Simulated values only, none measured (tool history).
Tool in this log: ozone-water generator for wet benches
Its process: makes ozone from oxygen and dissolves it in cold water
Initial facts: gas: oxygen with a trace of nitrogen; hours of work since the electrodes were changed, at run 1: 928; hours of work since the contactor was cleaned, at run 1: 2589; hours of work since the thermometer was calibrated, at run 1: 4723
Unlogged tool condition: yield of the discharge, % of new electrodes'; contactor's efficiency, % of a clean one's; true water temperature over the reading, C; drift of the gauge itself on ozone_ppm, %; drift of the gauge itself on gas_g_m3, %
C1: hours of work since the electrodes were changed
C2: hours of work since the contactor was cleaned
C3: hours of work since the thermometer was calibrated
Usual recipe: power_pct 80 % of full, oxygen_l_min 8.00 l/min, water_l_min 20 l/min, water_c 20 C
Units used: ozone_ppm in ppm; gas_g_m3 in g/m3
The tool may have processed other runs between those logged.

{"run": 1, "day": 0.0, "power_pct": 80, "oxygen_l_min": 8.0, "water_l_min": 20, "water_c": 20, "C1": 928, "C2": 2589, "C3": 4723, "ozone_ppm": 34.0, "gas_g_m3": 251.6}
{"run": 2, "day": 4.308, "power_pct": 80, "oxygen_l_min": 8.14, "water_l_min": 20, "water_c": 20, "C1": 990, "C2": 2651, "C3": 4785, "ozone_ppm": 33.7, "gas_g_m3": 249.0}
{"run": 3, "day": 6.554, "power_pct": 80, "oxygen_l_min": 8.14, "water_l_min": 20, "water_c": 20, "C1": 1022, "C2": 2684, "C3": 4818, "ozone_ppm": 34.1, "gas_g_m3": 250.1}
{"run": 4, "day": 11.267, "power_pct": 80, "oxygen_l_min": 8.0, "water_l_min": 20, "water_c": 20, "C1": 1090, "C2": 2752, "C3": 4886, "ozone_ppm": 34.2, "gas_g_m3": 249.0}
{"run": 5, "day": 15.171, "power_pct": 80, "oxygen_l_min": 8.0, "water_l_min": 20, "water_c": 20, "C1": 1147, "C2": 2808, "C3": 4942, "ozone_ppm": 33.9, "gas_g_m3": 252.7}
{"run": 6, "day": 19.679, "power_pct": 80, "oxygen_l_min": 8.0, "water_l_min": 20, "water_c": 20, "C1": 1212, "C2": 2873, "C3": 5007, "ozone_ppm": 34.0, "gas_g_m3": 250.7}
{"run": 7, "day": 23.625, "power_pct": 80, "oxygen_l_min": 8.0, "water_l_min": 20, "water_c": 20, "C1": 1269, "C2": 2930, "C3": 5064, "ozone_ppm": 34.0, "gas_g_m3": 250.7}
{"run": 8, "day": 27.167, "power_pct": 45, "oxygen_l_min": 8.0, "water_l_min": 20, "water_c": 20, "C1": 1320, "C2": 2981, "C3": 5115, "ozone_ppm": 20.5, "gas_g_m3": 150.4}
{"run": 9, "day": 29.15, "power_pct": 45, "oxygen_l_min": 8.0, "water_l_min": 20, "water_c": 20, "C1": 1348, "C2": 3010, "C3": 5144, "ozone_ppm": 20.4, "gas_g_m3": 152.0}
{"run": 10, "day": 32.083, "power_pct": 80, "oxygen_l_min": 8.0, "water_l_min": 20, "water_c": 20, "C1": 1391, "C2": 3052, "C3": 5186, "ozone_ppm": 33.8, "gas_g_m3": 251.8}
{"run": 11, "day": 34.442, "power_pct": 80, "oxygen_l_min": 8.0, "water_l_min": 20, "water_c": 24, "C1": 1425, "C2": 3086, "C3": 5220, "ozone_ppm": 31.4, "gas_g_m3": 250.5}
{"run": 12, "day": 36.954, "power_pct": 80, "oxygen_l_min": 8.0, "water_l_min": 20, "water_c": 24, "C1": 1461, "C2": 3122, "C3": 5256, "ozone_ppm": 31.8, "gas_g_m3": 252.9}
{"run": 13, "day": 40.871, "power_pct": 80, "oxygen_l_min": 8.0, "water_l_min": 20, "water_c": 24, "C1": 1517, "C2": 3179, "C3": 5313, "ozone_ppm": 31.3, "gas_g_m3": 250.2}
{"run": 14, "day": 44.362, "power_pct": 80, "oxygen_l_min": 8.0, "water_l_min": 20, "water_c": 24, "C1": 1568, "C2": 3229, "C3": 5363, "ozone_ppm": 31.5, "gas_g_m3": 249.3}
{"run": 15, "day": 48.6, "power_pct": 80, "oxygen_l_min": 8.0, "water_l_min": 20, "water_c": 24, "C1": 1629, "C2": 3290, "C3": 5424, "ozone_ppm": 31.3, "gas_g_m3": 250.6}
{"run": 16, "day": 51.883, "power_pct": 73, "oxygen_l_min": 6.19, "water_l_min": 28, "water_c": 22, "C1": 1676, "C2": 3338, "C3": 5472, "ozone_ppm": 24.1, "gas_g_m3": 263.1}
{"run": 17, "day": 55.892, "power_pct": 73, "oxygen_l_min": 6.19, "water_l_min": 28, "water_c": 22, "C1": 1734, "C2": 3395, "C3": 5529, "ozone_ppm": 23.9, "gas_g_m3": 261.4}
{"run": 18, "day": 60.35, "power_pct": 80, "oxygen_l_min": 4.51, "water_l_min": 12, "water_c": 20, "C1": 1798, "C2": 3460, "C3": 5594, "ozone_ppm": 47.7, "gas_g_m3": 334.8}
{"run": 19, "day": 64.904, "power_pct": 80, "oxygen_l_min": 4.51, "water_l_min": 12, "water_c": 20, "C1": 1864, "C2": 3525, "C3": 5659, "ozone_ppm": 48.1, "gas_g_m3": 335.3}
{"run": 20, "day": 67.025, "power_pct": 47, "oxygen_l_min": 4.78, "water_l_min": 16, "water_c": 15, "C1": 1895, "C2": 3556, "C3": 5690, "ozone_ppm": 27.0, "gas_g_m3": 202.6}
{"run": 21, "day": 70.808, "power_pct": 69, "oxygen_l_min": 4.78, "water_l_min": 14, "water_c": 15, "C1": 1949, "C2": 3611, "C3": 5745, "ozone_ppm": 41.0, "gas_g_m3": 282.0}
{"run": 22, "day": 74.238, "power_pct": 48, "oxygen_l_min": 4.92, "water_l_min": 20, "water_c": 20, "C1": 1999, "C2": 3660, "C3": 5794, "ozone_ppm": 21.4, "gas_g_m3": 202.9}
{"run": 23, "day": 78.954, "power_pct": 92, "oxygen_l_min": 8.34, "water_l_min": 29, "water_c": 20, "C1": 2067, "C2": 3728, "C3": 5862, "ozone_ppm": 29.6, "gas_g_m3": 275.3}
{"day": 79.196, "done": "water thermometer calibrated"}
{"run": 24, "day": 83.388, "power_pct": 70, "oxygen_l_min": 4.15, "water_l_min": 20, "water_c": 15, "C1": 2130, "C2": 3792, "C3": 61, "ozone_ppm": 31.7, "gas_g_m3": 310.0}

Some steps in ozone_ppm, run to run, broken into two amounts with sign: the step expected even without the hidden condition (settings, incoming material, random variation), and the rest, left for the hidden condition together with whatever gauge scatter is not in both the measured and the hidden-condition-free result:
Run 17 -> 18: power_pct 73 -> 80, oxygen_l_min 6.19 -> 4.51, water_l_min 28 -> 12, water_c 22 -> 20. ozone_ppm +23.8 ppm: hidden state -0.8, all else +24.6.
Run 19 -> 20: power_pct 80 -> 47, oxygen_l_min 4.51 -> 4.78, water_l_min 12 -> 16, water_c 20 -> 15. ozone_ppm -21.1 ppm: hidden state +1.1, all else -22.2.
Run 21 -> 22: power_pct 69 -> 48, oxygen_l_min 4.78 -> 4.92, water_l_min 14 -> 20, water_c 15 -> 20. ozone_ppm -19.6 ppm: hidden state +0.9, all else -20.5.
